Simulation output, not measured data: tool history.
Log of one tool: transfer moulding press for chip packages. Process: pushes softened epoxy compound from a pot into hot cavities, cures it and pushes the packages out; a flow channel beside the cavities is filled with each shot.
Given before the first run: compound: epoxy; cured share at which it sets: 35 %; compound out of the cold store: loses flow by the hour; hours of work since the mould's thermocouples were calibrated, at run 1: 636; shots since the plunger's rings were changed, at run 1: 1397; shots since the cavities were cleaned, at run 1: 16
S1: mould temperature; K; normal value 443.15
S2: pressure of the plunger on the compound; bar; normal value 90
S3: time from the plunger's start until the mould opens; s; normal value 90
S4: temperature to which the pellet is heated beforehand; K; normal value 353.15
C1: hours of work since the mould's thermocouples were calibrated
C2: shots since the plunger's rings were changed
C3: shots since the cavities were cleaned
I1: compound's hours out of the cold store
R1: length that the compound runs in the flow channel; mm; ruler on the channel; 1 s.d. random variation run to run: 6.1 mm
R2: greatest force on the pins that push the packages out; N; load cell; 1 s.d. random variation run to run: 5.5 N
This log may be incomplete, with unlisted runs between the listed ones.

run     day      S1     S2   S3      S4   C1    C2   C3    I1   R1   R2
  1       0  443.15     90   90  353.15  636  1397   16    43  741  183
      1.021  -- mould's thermocouples calibrated
  2   1.062  443.15     90   90  353.15    0  1638  257  45.2  751  249
      2.604  -- cavities cleaned with cleaning compound and waxed
  3   2.604  443.15   90.9   90  353.15   19  2003    0  12.3  811  399
  4   4.021  443.15     90   90  353.15   36  2353  350  21.7  793  387
      5.258  -- cavities cleaned with cleaning compound and waxed
  5   5.454  443.15     90   90  346.15   53  2690   47  18.3  795  212
  6   6.938  443.15     90   90  346.15   71  3056  413  36.4  753  263
      7.125  -- cavities cleaned with cleaning compound and waxed, once more
  7   8.192  443.15     90   90  346.15   86  3350  263  20.1  785  243
  8   9.312  443.15     90   90  346.15  100  3626  539  45.7  733  295
      9.808  -- cavities cleaned with cleaning compound and waxed
  9  10.733  443.15     90   90  346.15  116  3961  228  30.3  753  252
 10  11.583  443.15     90   90  346.15  127  4171  438  29.1  762  288
     12.467  -- cavities cleaned with cleaning compound and waxed
 11  13.388  443.15     90   90  346.15  148  4600  228  47.7  731  240
 12  14.696  443.15     90   90  346.15  164  4922  550  12.4  786  298
     15.129  -- cavities cleaned with cleaning compound and waxed
 13  15.575  443.15     90   90  346.15  174  5123  110  33.8  740  212
 14  16.396  443.15     90   90  353.15  184  5326  313  19.9  766  269
     17.708  -- cavities cleaned with cleaning compound and waxed
 15  18.167  443.15   87.3  105  362.15  205  5747  113  23.7  746  193
     19.571  -- plunger's sealing rings changed
 16  19.704  451.15   89.4  105  355.15  223    32  466  18.3  779  233
     20.521  -- cavities cleaned with cleaning compound and waxed
 17  21.238  451.15  100.9   83  355.15  241   395  177    39  790  196
 18  22.429  437.15     90   90  354.15  256   688  470  43.9  770  400
       23.1  -- cavities cleaned with cleaning compound and waxed
 19  24.175  437.15     90   90  354.15  276  1104  265  37.5  786  373
 20  25.262  437.15     90  117  348.15  290  1371  532    44  756  281
     25.733  -- cavities cleaned with cleaning compound and waxed
 21  26.812  443.15     75   90  353.15  308  1738  266  17.6  729  268
 22  27.875  443.15   81.6   90  356.15  321  2000  528   9.1  775  290
     28.367  -- cavities cleaned with cleaning compound and waxed
 23  29.229  443.15   81.6   90  356.15  337  2318  212  38.4  717  239
 24  30.462  446.15    108   80  348.15  352  2622  516  27.8  833  289
      30.95  -- cavities cleaned with cleaning compound and waxed
 25  31.554  449.15     90  109  353.15  365  2876  149  32.5  744  189
 26  32.646  449.15     90  109  353.15  378  3145  418     9  788  225
     33.504  -- cavities cleaned with cleaning compound and waxed
 27  34.017  445.15   78.5   90  353.15  394  3468  126  10.8  739  198

Measured result minus the same run's result without the hidden state. Both carry the same run-to-run variation, though not necessarily the same gauge scatter:
Hidden state at play: true mould temperature over the reading, C; pressure that reaches the compound, % of what is set; grip of the stained cavities, % over clean ones'; drift of the gauge itself on flow_mm, %; drift of the gauge itself on push_out_n, %.
run   R1    R2
  1  -11    -2
  2   -9   +60
  3  -12  +197
  4  -14  +194
  5  -16   +14
  6  -17   +83
  7  -21   +55
  8  -21  +101
  9  -23   +56
 10  -25   +90
 11  -26   +54
 12  -31  +102
 13  -30   +28
 14  -32   +70
 15  -34   +27
 16   -2   +75
 17   -4   +41
 18   -6  +125
 19   -8   +83
 20  -10   +97
 21  -11   +62
 22  -14   +96
 23  -14   +46
 24  -18   +95
 25  -18   +28
 26  -21   +68
 27  -21   +22
